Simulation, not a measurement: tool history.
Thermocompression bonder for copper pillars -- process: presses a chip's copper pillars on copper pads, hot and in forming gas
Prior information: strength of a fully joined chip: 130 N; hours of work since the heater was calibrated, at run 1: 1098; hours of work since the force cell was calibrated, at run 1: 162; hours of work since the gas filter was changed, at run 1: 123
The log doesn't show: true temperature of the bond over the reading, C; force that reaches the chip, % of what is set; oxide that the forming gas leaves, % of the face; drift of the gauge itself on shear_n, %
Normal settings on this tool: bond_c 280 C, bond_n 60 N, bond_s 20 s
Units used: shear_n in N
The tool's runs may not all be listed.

| run | hour | bond_c | bond_n | bond_s | hours of work since the heater was calibrated | hours of work since the force cell was calibrated | hours of work since the gas filter was changed | shear_n |
|---|---|---|---|---|---|---|---|---|
| 1 | 0 | 280 | 60 | 20 | 1098 | 162 | 123 | 64.8 |
| 2 | 15.1 | 280 | 60 | 20 | 1109 | 172 | 133 | 63.8 |
| 3 | 22.1 | 280 | 60 | 20 | 1114 | 177 | 138 | 61.8 |
| 4 | 29.4 | 280 | 60 | 20 | 1119 | 182 | 143 | 63.7 |
| 5 | 44.7 | 280 | 60 | 20 | 1130 | 193 | 154 | 62.8 |
| 6 | 56 | 280 | 60 | 20 | 1137 | 201 | 162 | 65.1 |
| 7 | 66.9 | 280 | 60 | 20 | 1145 | 208 | 169 | 63.9 |
| 8 | 77.5 | 280 | 65 | 20 | 1152 | 216 | 177 | 67.8 |
| 9 | 91.7 | 280 | 60 | 11 | 1162 | 226 | 186 | 51.5 |
| 10 | 107.4 | 280 | 60 | 11 | 1173 | 237 | 197 | 51.1 |
| 11 | 115.4 | 280 | 60 | 20 | 1179 | 242 | 203 | 63.5 |
| 12 | 127.6 | 264 | 60 | 20 | 1187 | 251 | 211 | 51.5 |
| 13 | 139.4 | 264 | 60 | 20 | 1195 | 259 | 219 | 50.6 |
| 14 | 148.8 | 279 | 60 | 20 | 1202 | 265 | 226 | 64.2 |
| 15 | 160.4 | 279 | 60 | 48 | 1210 | 273 | 234 | 84.1 |
|  | 170.1 | heater calibrated with a thermocouple chip |
| 16 | 170.9 | 280 | 47 | 20 | 1 | 279 | 240 | 52.7 |
| 17 | 184.4 | 280 | 60 | 20 | 10 | 289 | 249 | 62.8 |
| 18 | 198.2 | 280 | 69 | 20 | 20 | 298 | 259 | 68.9 |
| 19 | 210.5 | 280 | 69 | 20 | 28 | 307 | 267 | 70.5 |
| 20 | 219 | 280 | 69 | 20 | 34 | 313 | 273 | 70.5 |
| 21 | 228.2 | 261 | 39 | 47 | 40 | 319 | 280 | 48.7 |
| 22 | 234.9 | 261 | 39 | 47 | 45 | 324 | 284 | 48.2 |
| 23 | 245.2 | 293 | 66 | 17 | 52 | 331 | 292 | 76.5 |
| 24 | 260.7 | 293 | 66 | 17 | 63 | 342 | 302 | 74.7 |
| 25 | 268.9 | 259 | 46 | 20 | 69 | 347 | 308 | 38.2 |
| 26 | 283.3 | 259 | 46 | 20 | 79 | 357 | 318 | 38.9 |
| 27 | 290.3 | 280 | 38 | 23 | 83 | 362 | 323 | 45 |
| 28 | 303.7 | 269 | 51 | 23 | 93 | 372 | 332 | 51.5 |
| 29 | 317.9 | 268 | 60 | 30 | 103 | 381 | 342 | 62.8 |
| 30 | 332.9 | 268 | 60 | 30 | 113 | 392 | 353 | 62.1 |
| 31 | 339.7 | 268 | 60 | 30 | 118 | 397 | 357 | 62.9 |
| 32 | 354 | 268 | 60 | 30 | 128 | 407 | 367 | 65.2 |
| 33 | 366 | 258 | 78 | 17 | 136 | 415 | 376 | 54.3 |
| 34 | 375.1 | 258 | 78 | 17 | 142 | 421 | 382 | 54 |
| 35 | 389.3 | 268 | 78 | 24 | 152 | 431 | 392 | 68.9 |
| 36 | 398.7 | 305 | 58 | 24 | 159 | 438 | 398 | 87.6 |
| 37 | 408.2 | 305 | 54 | 14 | 165 | 444 | 405 | 71.5 |
| 38 | 415.7 | 297 | 57 | 19 | 171 | 449 | 410 | 72.7 |
| 39 | 423.7 | 252 | 72 | 39 | 176 | 455 | 416 | 63.3 |

Predict each of these 4 candidate next runs independently; none follows another, all start after run 39:
| A | 430.8 | 308 | 72 | 39 | 181 | 460 | 421 | ? |
| B | 430.8 | 290 | 48 | 13 | 181 | 460 | 421 | ? |
| C | 430.8 | 280 | 60 | 35 | 181 | 460 | 421 | ? |
| D | 430.8 | 295 | 60 | 20 | 181 | 460 | 421 | ? |

| run | shear_n |
|---|---|
| A | 107 |
| B | 51.5 |
| C | 77.7 |
| D | 74.3 |
Without the tool's unlogged condition, the same runs would have read:
| run | shear_n |
|---|---|
| A | 107.1 |
| B | 51.5 |
| C | 77.7 |
| D | 74.3 |

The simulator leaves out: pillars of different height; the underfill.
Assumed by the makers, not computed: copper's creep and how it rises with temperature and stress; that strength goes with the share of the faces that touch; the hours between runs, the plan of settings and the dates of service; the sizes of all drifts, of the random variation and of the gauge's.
